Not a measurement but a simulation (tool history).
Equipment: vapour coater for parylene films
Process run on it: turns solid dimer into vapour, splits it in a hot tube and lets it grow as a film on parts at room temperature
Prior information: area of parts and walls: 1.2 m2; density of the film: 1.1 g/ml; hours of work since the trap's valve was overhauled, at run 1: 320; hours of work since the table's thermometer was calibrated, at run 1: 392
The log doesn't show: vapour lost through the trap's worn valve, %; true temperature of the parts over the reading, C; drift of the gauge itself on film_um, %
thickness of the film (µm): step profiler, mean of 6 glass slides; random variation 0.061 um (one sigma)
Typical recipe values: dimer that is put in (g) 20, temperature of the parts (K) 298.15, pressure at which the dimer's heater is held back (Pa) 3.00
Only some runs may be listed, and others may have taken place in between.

| run | hour | dimer that is put in (g) | temperature of the parts (K) | pressure at which the dimer's heater is held back (Pa) | hours of work since the trap's valve was overhauled | hours of work since the table's thermometer was calibrated | thickness of the film (µm) |
|---|---|---|---|---|---|---|---|
| 1 | 0.0 | 20 | 298.15 | 3.00 | 320 | 392 | 11.29 |
|  | 14.8 | trap's valve overhauled |
| 2 | 30.9 | 20 | 298.15 | 3.00 | 8 | 405 | 11.18 |
| 3 | 64.2 | 20 | 298.15 | 3.00 | 24 | 421 | 11.27 |
| 4 | 79.2 | 20 | 298.15 | 3.00 | 31 | 428 | 11.19 |
| 5 | 113.0 | 20 | 296.15 | 3.00 | 47 | 444 | 12.14 |
| 6 | 132.0 | 20 | 296.15 | 3.00 | 56 | 453 | 12.20 |
| 7 | 149.2 | 21 | 302.15 | 4.00 | 64 | 461 | 9.41 |
| 8 | 165.6 | 8 | 302.15 | 8.39 | 72 | 469 | 2.96 |
| 9 | 180.1 | 8 | 302.15 | 8.39 | 79 | 476 | 2.99 |
| 10 | 205.5 | 20 | 303.15 | 3.86 | 91 | 488 | 8.62 |
| 11 | 224.2 | 26 | 300.15 | 3.00 | 100 | 497 | 13.44 |
| 12 | 247.2 | 20 | 304.15 | 5.33 | 111 | 508 | 7.66 |

What would each run have given without the hidden state, its run-to-run variation left as it was?
| run | thickness of the film (µm) |
|---|---|
| 1 | 11.32 |
| 2 | 11.19 |
| 3 | 11.29 |
| 4 | 11.22 |
| 5 | 12.18 |
| 6 | 12.25 |
| 7 | 9.45 |
| 8 | 2.98 |
| 9 | 3.01 |
| 10 | 8.68 |
| 11 | 13.54 |
| 12 | 7.72 |
